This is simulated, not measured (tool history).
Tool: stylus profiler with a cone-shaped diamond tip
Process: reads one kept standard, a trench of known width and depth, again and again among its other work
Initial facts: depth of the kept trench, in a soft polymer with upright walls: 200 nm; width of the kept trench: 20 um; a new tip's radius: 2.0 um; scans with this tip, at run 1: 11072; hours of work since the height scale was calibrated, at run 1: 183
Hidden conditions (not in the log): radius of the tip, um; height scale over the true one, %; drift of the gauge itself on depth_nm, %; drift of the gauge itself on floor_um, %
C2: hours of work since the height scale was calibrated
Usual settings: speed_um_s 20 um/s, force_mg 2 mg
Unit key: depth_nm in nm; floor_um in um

run 1 hour=0 | speed_um_s=20 force_mg=2 | scans_with_this_tip=11072 C2=183 | depth_nm=201.53 floor_um=18.19
run 2 hour=55.2 | speed_um_s=20 force_mg=2 | scans_with_this_tip=11358 C2=223 | depth_nm=201.61 floor_um=18.21
run 3 hour=105.4 | speed_um_s=20 force_mg=0.97 | scans_with_this_tip=11618 C2=260 | depth_nm=201.09 floor_um=18.22
run 4 hour=141.2 | speed_um_s=20 force_mg=0.97 | scans_with_this_tip=11803 C2=286 | depth_nm=200.94 floor_um=18.17
run 5 hour=180.3 | speed_um_s=20 force_mg=0.97 | scans_with_this_tip=12006 C2=314 | depth_nm=201.04 floor_um=18.19
run 6 hour=205.9 | speed_um_s=20 force_mg=0.97 | scans_with_this_tip=12138 C2=332 | depth_nm=201 floor_um=18.23
run 7 hour=239 | speed_um_s=20 force_mg=0.97 | scans_with_this_tip=12310 C2=356 | depth_nm=200.97 floor_um=18.16

What will run 8 give?
run 8 hour=278.7 | speed_um_s=53 force_mg=3.9 | scans_with_this_tip=12516 C2=385 | depth_nm=? floor_um=?

depth_nm: 202.72 nm
floor_um: 18.18 um
The same run, on a tool lacking any hidden state, would have yielded depth_nm 202.72 nm, floor_um 18.21 um.
